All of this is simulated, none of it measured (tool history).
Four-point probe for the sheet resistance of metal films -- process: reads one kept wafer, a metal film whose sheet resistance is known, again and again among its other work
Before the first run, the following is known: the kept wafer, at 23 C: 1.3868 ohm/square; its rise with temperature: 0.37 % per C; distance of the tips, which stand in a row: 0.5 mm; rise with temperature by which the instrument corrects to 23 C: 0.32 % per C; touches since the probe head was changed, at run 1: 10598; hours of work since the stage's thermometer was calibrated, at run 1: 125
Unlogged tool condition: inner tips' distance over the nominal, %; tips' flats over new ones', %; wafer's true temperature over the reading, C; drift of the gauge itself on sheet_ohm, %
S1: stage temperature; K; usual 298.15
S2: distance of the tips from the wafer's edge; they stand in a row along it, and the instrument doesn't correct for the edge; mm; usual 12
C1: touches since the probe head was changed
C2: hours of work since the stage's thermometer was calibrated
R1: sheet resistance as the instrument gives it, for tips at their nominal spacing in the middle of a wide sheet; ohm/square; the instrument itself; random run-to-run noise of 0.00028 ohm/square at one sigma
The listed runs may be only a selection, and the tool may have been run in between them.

run     day      S1  S2     C1   C2        R1
  1       0  298.15  12  10598  125  1.393916
  2   2.092  298.15  12  11581  160  1.393434
  3    4.75  296.15  12  12829  204  1.392961
  4   6.612  296.15  12  13705  234  1.393285
  5   9.867  296.15  12  15234  288   1.39349
  6  11.779  296.15  12  16132  320  1.393485
  7  14.704  294.15  12  17506  368  1.392558
  8  16.829  294.15  12  18506  403  1.393069
  9  19.829  294.15  12  19914  452  1.393744
 10  23.046  294.15  12  21426  506  1.394175
 11  26.388  297.15  12  22996  561   1.39657
 12  28.804  297.15  63  24132  601  1.395749
     29.021  -- stage's thermometer calibrated
 13  31.983  297.15  63  25616   49   1.39658
 14  33.596  307.15   6  26372   75  1.409298
 15  35.838  295.15   8  27425  112  1.398769
 16  37.712  301.15   7  28306  143  1.404061
 17  40.979  301.15   7  29842  197   1.40445
 18  44.088  301.15   7  31302  249  1.404994
 19  45.754  294.15  15  32085  276  1.396627
     49.112  -- stage's thermometer calibrated, once more
 20  49.508  302.15   9  33840    7  1.403243
 21  51.925  307.15  21  34974   46  1.405215
 22  55.088  303.15   3  36460   99  1.422818

Each row is a separate what-if for the run after 22, all from the same tool condition, not one after another. Results?
  A  58.258  303.15  35  37951  151   ?
  B  58.258  306.15  20  37951  151   ?
  C  58.258  295.15  11  37951  151   ?
  D  58.258  298.15   4  37951  151   ?
  E  58.258  302.15   9  37951  151   ?

run        R1
  A  1.403081
  B  1.405608
  C    1.3983
  D  1.410871
  E  1.404484
What these runs would have given with no unlogged condition in the tool:
run        R1
  A  1.392154
  B  1.394666
  C  1.387399
  D  1.399882
  E  1.393546
